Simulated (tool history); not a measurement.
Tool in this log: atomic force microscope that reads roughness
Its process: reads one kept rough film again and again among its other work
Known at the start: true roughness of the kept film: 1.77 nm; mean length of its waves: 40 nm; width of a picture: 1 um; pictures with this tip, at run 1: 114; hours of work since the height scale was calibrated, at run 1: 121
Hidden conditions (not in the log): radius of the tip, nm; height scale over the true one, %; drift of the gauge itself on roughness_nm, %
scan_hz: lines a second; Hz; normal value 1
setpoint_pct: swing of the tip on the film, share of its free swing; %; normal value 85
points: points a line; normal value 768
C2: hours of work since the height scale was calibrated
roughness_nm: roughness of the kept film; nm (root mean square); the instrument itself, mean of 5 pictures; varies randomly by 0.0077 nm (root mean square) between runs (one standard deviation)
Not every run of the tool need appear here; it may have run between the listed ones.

{"run": 1, "hour": 0.0, "scan_hz": 1, "setpoint_pct": 85, "points": 768, "pictures with this tip": 114, "C2": 121, "roughness_nm": 1.604}
{"run": 2, "hour": 6.6, "scan_hz": 1, "setpoint_pct": 85, "points": 768, "pictures with this tip": 126, "C2": 125, "roughness_nm": 1.62}
{"run": 3, "hour": 16.1, "scan_hz": 1, "setpoint_pct": 60, "points": 768, "pictures with this tip": 144, "C2": 131, "roughness_nm": 1.681}
{"run": 4, "hour": 24.2, "scan_hz": 1, "setpoint_pct": 60, "points": 768, "pictures with this tip": 159, "C2": 137, "roughness_nm": 1.685}
{"run": 5, "hour": 29.2, "scan_hz": 1.58, "setpoint_pct": 85, "points": 768, "pictures with this tip": 169, "C2": 140, "roughness_nm": 1.568}
{"run": 6, "hour": 35.0, "scan_hz": 1, "setpoint_pct": 85, "points": 374, "pictures with this tip": 179, "C2": 144, "roughness_nm": 1.588}
{"run": 7, "hour": 43.7, "scan_hz": 1, "setpoint_pct": 85, "points": 641, "pictures with this tip": 196, "C2": 149, "roughness_nm": 1.599}
{"run": 8, "hour": 49.2, "scan_hz": 1, "setpoint_pct": 85, "points": 641, "pictures with this tip": 206, "C2": 153, "roughness_nm": 1.601}
{"run": 9, "hour": 53.8, "scan_hz": 1, "setpoint_pct": 58, "points": 641, "pictures with this tip": 214, "C2": 156, "roughness_nm": 1.66}
{"run": 10, "hour": 58.2, "scan_hz": 1, "setpoint_pct": 58, "points": 641, "pictures with this tip": 223, "C2": 159, "roughness_nm": 1.657}
{"hour": 60.0, "done": "new tip fitted"}
{"run": 11, "hour": 63.4, "scan_hz": 1, "setpoint_pct": 58, "points": 641, "pictures with this tip": 6, "C2": 162, "roughness_nm": 1.696}
{"run": 12, "hour": 71.4, "scan_hz": 1.87, "setpoint_pct": 58, "points": 641, "pictures with this tip": 21, "C2": 167, "roughness_nm": 1.683}
{"run": 13, "hour": 81.1, "scan_hz": 0.86, "setpoint_pct": 85, "points": 768, "pictures with this tip": 39, "C2": 173, "roughness_nm": 1.646}
{"run": 14, "hour": 85.3, "scan_hz": 1, "setpoint_pct": 85, "points": 768, "pictures with this tip": 47, "C2": 176, "roughness_nm": 1.627}
{"run": 15, "hour": 93.9, "scan_hz": 1, "setpoint_pct": 85, "points": 768, "pictures with this tip": 63, "C2": 181, "roughness_nm": 1.633}
{"run": 16, "hour": 99.4, "scan_hz": 1.38, "setpoint_pct": 85, "points": 768, "pictures with this tip": 73, "C2": 185, "roughness_nm": 1.592}
{"run": 17, "hour": 105.9, "scan_hz": 1.38, "setpoint_pct": 85, "points": 768, "pictures with this tip": 86, "C2": 189, "roughness_nm": 1.589}
{"run": 18, "hour": 112.4, "scan_hz": 1.38, "setpoint_pct": 85, "points": 768, "pictures with this tip": 98, "C2": 193, "roughness_nm": 1.58}
{"run": 19, "hour": 121.2, "scan_hz": 1.38, "setpoint_pct": 85, "points": 768, "pictures with this tip": 114, "C2": 199, "roughness_nm": 1.597}
{"run": 20, "hour": 127.6, "scan_hz": 1.38, "setpoint_pct": 85, "points": 768, "pictures with this tip": 126, "C2": 203, "roughness_nm": 1.583}
{"run": 21, "hour": 133.1, "scan_hz": 1.38, "setpoint_pct": 85, "points": 768, "pictures with this tip": 136, "C2": 207, "roughness_nm": 1.576}
{"run": 22, "hour": 142.4, "scan_hz": 1.38, "setpoint_pct": 85, "points": 768, "pictures with this tip": 153, "C2": 213, "roughness_nm": 1.579}
{"run": 23, "hour": 150.4, "scan_hz": 2.54, "setpoint_pct": 85, "points": 768, "pictures with this tip": 168, "C2": 218, "roughness_nm": 1.488}
{"run": 24, "hour": 159.7, "scan_hz": 2.54, "setpoint_pct": 61, "points": 768, "pictures with this tip": 186, "C2": 224, "roughness_nm": 1.62}
{"run": 25, "hour": 168.5, "scan_hz": 1.5, "setpoint_pct": 56, "points": 596, "pictures with this tip": 202, "C2": 229, "roughness_nm": 1.638}
{"run": 26, "hour": 175.3, "scan_hz": 2.86, "setpoint_pct": 59, "points": 531, "pictures with this tip": 215, "C2": 234, "roughness_nm": 1.623}
{"hour": 181.2, "done": "new tip fitted"}
{"run": 27, "hour": 184.7, "scan_hz": 2.86, "setpoint_pct": 59, "points": 989, "pictures with this tip": 6, "C2": 239, "roughness_nm": 1.663}
{"run": 28, "hour": 189.5, "scan_hz": 0.51, "setpoint_pct": 70, "points": 725, "pictures with this tip": 15, "C2": 243, "roughness_nm": 1.705}
{"run": 29, "hour": 197.8, "scan_hz": 1, "setpoint_pct": 68, "points": 426, "pictures with this tip": 31, "C2": 248, "roughness_nm": 1.68}
{"run": 30, "hour": 206.5, "scan_hz": 0.88, "setpoint_pct": 84, "points": 426, "pictures with this tip": 47, "C2": 254, "roughness_nm": 1.627}
{"run": 31, "hour": 214.2, "scan_hz": 0.88, "setpoint_pct": 84, "points": 426, "pictures with this tip": 61, "C2": 259, "roughness_nm": 1.634}
{"run": 32, "hour": 222.3, "scan_hz": 2.7, "setpoint_pct": 85, "points": 471, "pictures with this tip": 76, "C2": 264, "roughness_nm": 1.489}
{"run": 33, "hour": 228.7, "scan_hz": 2.24, "setpoint_pct": 66, "points": 768, "pictures with this tip": 88, "C2": 268, "roughness_nm": 1.624}
{"run": 34, "hour": 236.7, "scan_hz": 2.24, "setpoint_pct": 66, "points": 768, "pictures with this tip": 103, "C2": 273, "roughness_nm": 1.636}
{"run": 35, "hour": 242.6, "scan_hz": 1.59, "setpoint_pct": 56, "points": 426, "pictures with this tip": 114, "C2": 277, "roughness_nm": 1.654}
{"run": 36, "hour": 251.4, "scan_hz": 3.31, "setpoint_pct": 76, "points": 279, "pictures with this tip": 131, "C2": 283, "roughness_nm": 1.523}
{"run": 37, "hour": 259.8, "scan_hz": 3.77, "setpoint_pct": 83, "points": 1002, "pictures with this tip": 146, "C2": 288, "roughness_nm": 1.441}
{"run": 38, "hour": 267.4, "scan_hz": 3.77, "setpoint_pct": 83, "points": 1002, "pictures with this tip": 161, "C2": 293, "roughness_nm": 1.442}
{"run": 39, "hour": 271.4, "scan_hz": 3.77, "setpoint_pct": 83, "points": 1002, "pictures with this tip": 168, "C2": 295, "roughness_nm": 1.444}
{"run": 40, "hour": 277.4, "scan_hz": 1, "setpoint_pct": 56, "points": 354, "pictures with this tip": 179, "C2": 299, "roughness_nm": 1.652}
{"run": 41, "hour": 281.4, "scan_hz": 1.41, "setpoint_pct": 74, "points": 518, "pictures with this tip": 187, "C2": 302, "roughness_nm": 1.594}
{"run": 42, "hour": 287.9, "scan_hz": 1.38, "setpoint_pct": 89, "points": 566, "pictures with this tip": 199, "C2": 306, "roughness_nm": 1.537}
{"run": 43, "hour": 294.3, "scan_hz": 0.67, "setpoint_pct": 85, "points": 604, "pictures with this tip": 211, "C2": 310, "roughness_nm": 1.616}
{"run": 44, "hour": 300.6, "scan_hz": 0.83, "setpoint_pct": 69, "points": 807, "pictures with this tip": 222, "C2": 314, "roughness_nm": 1.638}
{"hour": 302.8, "done": "new tip fitted"}
{"run": 45, "hour": 305.4, "scan_hz": 0.83, "setpoint_pct": 69, "points": 807, "pictures with this tip": 4, "C2": 317, "roughness_nm": 1.702}

Same runs, no hidden state in the tool, same run-to-run variation:
run=1 roughness_nm=1.635
run=2 roughness_nm=1.654
run=3 roughness_nm=1.721
run=4 roughness_nm=1.729
run=5 roughness_nm=1.612
run=6 roughness_nm=1.635
run=7 roughness_nm=1.65
run=8 roughness_nm=1.654
run=9 roughness_nm=1.718
run=10 roughness_nm=1.717
run=11 roughness_nm=1.702
run=12 roughness_nm=1.693
run=13 roughness_nm=1.66
run=14 roughness_nm=1.643
run=15 roughness_nm=1.653
run=16 roughness_nm=1.614
run=17 roughness_nm=1.615
run=18 roughness_nm=1.609
run=19 roughness_nm=1.629
run=20 roughness_nm=1.618
run=21 roughness_nm=1.613
run=22 roughness_nm=1.621
run=23 roughness_nm=1.53
run=24 roughness_nm=1.67
run=25 roughness_nm=1.693
run=26 roughness_nm=1.68
run=27 roughness_nm=1.673
run=28 roughness_nm=1.717
run=29 roughness_nm=1.697
run=30 roughness_nm=1.647
run=31 roughness_nm=1.658
run=32 roughness_nm=1.513
run=33 roughness_nm=1.654
run=34 roughness_nm=1.67
run=35 roughness_nm=1.691
run=36 roughness_nm=1.562
run=37 roughness_nm=1.48
run=38 roughness_nm=1.485
run=39 roughness_nm=1.488
run=40 roughness_nm=1.705
run=41 roughness_nm=1.647
run=42 roughness_nm=1.591
run=43 roughness_nm=1.676
run=44 roughness_nm=1.701
run=45 roughness_nm=1.713
